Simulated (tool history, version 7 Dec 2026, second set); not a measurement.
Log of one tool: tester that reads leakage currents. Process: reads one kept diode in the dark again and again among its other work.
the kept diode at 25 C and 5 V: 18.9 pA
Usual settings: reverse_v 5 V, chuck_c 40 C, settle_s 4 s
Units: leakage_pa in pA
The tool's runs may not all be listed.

| run | hour | reverse_v | chuck_c | settle_s | leakage_pa |
|---|---|---|---|---|---|
| 1 | 0 | 5 | 40 | 4 | 75.33 |
| 2 | 143.9 | 5 | 40 | 4 | 75.94 |
| 3 | 366.7 | 7.06 | 40 | 4 | 91.09 |
| 4 | 595.1 | 7.06 | 40 | 4 | 90.91 |
| 5 | 754.5 | 7.06 | 40 | 4 | 91.16 |
| 6 | 937.2 | 7.06 | 40 | 4 | 91.44 |
| 7 | 1128.9 | 5 | 40 | 4 | 76.05 |
| 8 | 1354.6 | 5 | 40 | 4 | 75.55 |
| 9 | 1493.7 | 5 | 40 | 4 | 75.78 |
| 10 | 1688.5 | 5 | 40 | 4 | 75.92 |
| 11 | 1871.4 | 5 | 40 | 4 | 75.52 |
| 12 | 2061.3 | 5 | 40 | 4 | 75.56 |
| 13 | 2223 | 5 | 40 | 1 | 76.65 |
| 14 | 2322.6 | 5 | 40 | 1 | 76.48 |
| 15 | 2505.5 | 5 | 40 | 2.87 | 75.63 |
| 16 | 2652.6 | 5 | 40 | 2.87 | 76.16 |
| 17 | 2852 | 5 | 40 | 1.49 | 76.13 |
| 18 | 2992.5 | 8.33 | 27 | 5.2 | 30.68 |
| 19 | 3234.8 | 3.29 | 41 | 4.99 | 65.59 |
| 20 | 3412.5 | 1.05 | 41 | 4.29 | 35.96 |
| 21 | 3590.5 | 5 | 23 | 4 | 15.71 |
| 22 | 3786.4 | 5.89 | 28 | 1.02 | 28.64 |
| 23 | 4020.2 | 5.07 | 28 | 1.38 | 26.21 |
| 24 | 4162.5 | 8.34 | 42 | 2.72 | 119.33 |
| 25 | 4344.4 | 8.34 | 42 | 2.72 | 118.86 |
| 26 | 4459.5 | 3.57 | 32 | 4 | 30.75 |
| 27 | 4632.4 | 10.21 | 40 | 4 | 110.97 |
| 28 | 4861.7 | 10.21 | 40 | 4 | 110.87 |
| 29 | 5089.5 | 10.21 | 40 | 4 | 111.87 |
| 30 | 5199.9 | 10.21 | 40 | 4 | 111.18 |

Taken out of this log: 10 entries between the listed runs. Where each belongs, and how the hidden state differs across it:
Between runs 2 and 3: probe card cleaned and baked (hour 218.8)
  stray current of the dirty probe card, pA a volt: 0.024 -> 0.02
Between runs 3 and 4: chuck's temperature calibrated (hour 569.2)
  stray current of the dirty probe card, pA a volt: 0.02 -> 0.021
Between runs 8 and 9: tester calibrated (hour 1431.8)
  stray current of the dirty probe card, pA a volt: 0.023 -> 0.024
Between runs 10 and 11: chuck's temperature calibrated (hour 1706); probe card cleaned and baked (hour 1818.5)
  stray current of the dirty probe card, pA a volt: 0.024 -> 0.02
Between runs 16 and 17: chuck's temperature calibrated (hour 2830.9)
  stray current of the dirty probe card, pA a volt: 0.022 -> 0.023
Between runs 19 and 20: probe card cleaned and baked (hour 3409.2)
  stray current of the dirty probe card, pA a volt: 0.024 -> 0.02
Between runs 22 and 23: chuck's temperature calibrated (hour 3969.6)
  stray current of the dirty probe card, pA a volt: 0.021 -> 0.022
Between runs 28 and 29: probe card cleaned and baked (hour 4996.5)
  stray current of the dirty probe card, pA a volt: 0.024 -> 0.02
Between runs 29 and 30: chuck's temperature calibrated (hour 5110.7)
  stray current of the dirty probe card, pA a volt: 0.02 -> 0.021

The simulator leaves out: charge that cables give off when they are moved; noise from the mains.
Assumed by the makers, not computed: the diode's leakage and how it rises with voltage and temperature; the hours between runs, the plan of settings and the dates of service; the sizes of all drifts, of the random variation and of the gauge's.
